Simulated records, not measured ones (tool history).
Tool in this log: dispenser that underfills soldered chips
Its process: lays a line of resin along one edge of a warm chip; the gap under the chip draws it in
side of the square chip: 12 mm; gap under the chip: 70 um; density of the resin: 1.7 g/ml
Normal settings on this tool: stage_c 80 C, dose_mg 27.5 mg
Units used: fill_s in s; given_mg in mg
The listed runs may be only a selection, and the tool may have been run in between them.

run 1 hour=0.0 | stage_c=80 dose_mg=27.5 | fill_s=152.4 given_mg=27.60
-- hour=3.4 new syringe of resin
run 2 hour=12.2 | stage_c=80 dose_mg=27.5 | fill_s=137.5 given_mg=27.57
-- hour=18.7 new syringe of resin
run 3 hour=20.9 | stage_c=80 dose_mg=32.7 | fill_s=110.9 given_mg=32.27
-- hour=34.5 new syringe of resin
run 4 hour=36.3 | stage_c=80 dose_mg=27.5 | fill_s=116.7 given_mg=27.24
-- hour=45.7 dispensing valve cleaned and set on the balance
-- hour=52.1 new syringe of resin
run 5 hour=52.3 | stage_c=78 dose_mg=27.5 | fill_s=114.1 given_mg=27.33
run 6 hour=65.7 | stage_c=80 dose_mg=27.5 | fill_s=158.9 given_mg=27.35
-- hour=67.8 new syringe of resin
-- hour=83.6 new syringe of resin
run 7 hour=83.6 | stage_c=80 dose_mg=27.5 | fill_s=110.8 given_mg=26.93
-- hour=99.1 new syringe of resin
run 8 hour=99.1 | stage_c=72 dose_mg=27.5 | fill_s=137.3 given_mg=26.84
run 9 hour=112.4 | stage_c=72 dose_mg=27.5 | fill_s=195.8 given_mg=26.91
-- hour=115.0 dispensing valve cleaned and set on the balance
-- hour=117.0 new syringe of resin
run 10 hour=121.3 | stage_c=80 dose_mg=27.5 | fill_s=120.2 given_mg=27.54
-- hour=133.4 new syringe of resin
run 11 hour=134.7 | stage_c=80 dose_mg=27.5 | fill_s=116.8 given_mg=27.41
run 12 hour=145.4 | stage_c=80 dose_mg=27.5 | fill_s=150.8 given_mg=27.22
-- hour=148.9 new syringe of resin
run 13 hour=160.0 | stage_c=80 dose_mg=28.4 | fill_s=148.8 given_mg=27.77
-- hour=164.7 new syringe of resin
run 14 hour=172.1 | stage_c=80 dose_mg=28.4 | fill_s=133.0 given_mg=27.83
-- hour=180.5 new syringe of resin
-- hour=184.2 dispensing valve cleaned and set on the balance
run 15 hour=184.3 | stage_c=84 dose_mg=31.5 | fill_s=102.1 given_mg=31.65
run 16 hour=193.9 | stage_c=77 dose_mg=31.6 | fill_s=163.2 given_mg=31.48
-- hour=197.2 new syringe of resin
run 17 hour=201.6 | stage_c=77 dose_mg=31.6 | fill_s=137.9 given_mg=31.45
run 18 hour=209.3 | stage_c=77 dose_mg=31.6 | fill_s=166.6 given_mg=31.41
-- hour=212.6 new syringe of resin
run 19 hour=222.2 | stage_c=71 dose_mg=30.9 | fill_s=185.5 given_mg=30.41
-- hour=228.7 new syringe of resin
run 20 hour=237.8 | stage_c=71 dose_mg=33.0 | fill_s=184.9 given_mg=32.56
-- hour=244.6 new syringe of resin
run 21 hour=247.5 | stage_c=71 dose_mg=33.0 | fill_s=153.7 given_mg=32.42
-- hour=254.3 dispensing valve cleaned and set on the balance
run 22 hour=259.7 | stage_c=71 dose_mg=33.0 | fill_s=208.3 given_mg=32.94
-- hour=261.2 new syringe of resin
run 23 hour=269.3 | stage_c=87 dose_mg=33.7 | fill_s=112.2 given_mg=33.83
-- hour=277.0 new syringe of resin
run 24 hour=280.9 | stage_c=69 dose_mg=24.3 | fill_s=174.0 given_mg=24.11
-- hour=293.2 new syringe of resin
run 25 hour=299.0 | stage_c=69 dose_mg=24.3 | fill_s=185.4 given_mg=24.02
-- hour=309.4 new syringe of resin
run 26 hour=313.5 | stage_c=88 dose_mg=29.8 | fill_s=98.8 given_mg=28.96
-- hour=323.8 dispensing valve cleaned and set on the balance
-- hour=326.3 new syringe of resin
run 27 hour=330.3 | stage_c=92 dose_mg=23.9 | fill_s=91.1 given_mg=23.91
run 28 hour=337.5 | stage_c=81 dose_mg=24.2 | fill_s=151.0 given_mg=24.12

Here are 3 independent what-if runs from the current tool condition. What would each one return?
-- hour=342.0 new syringe of resin
run A hour=351.0 | stage_c=82 dose_mg=25.9 | fill_s=? given_mg=?
-- hour=342.0 new syringe of resin
run B hour=351.0 | stage_c=81 dose_mg=28.2 | fill_s=? given_mg=?
-- hour=342.0 new syringe of resin
run C hour=351.0 | stage_c=73 dose_mg=28.9 | fill_s=? given_mg=?

run=A fill_s=134.7 given_mg=25.81
run=B fill_s=138.1 given_mg=28.01
run=C fill_s=173.9 given_mg=28.71
With no hidden state in the tool, these same runs would have given:
run=A fill_s=98.9 given_mg=25.99
run=B fill_s=101.4 given_mg=28.21
run=C fill_s=127.3 given_mg=28.92
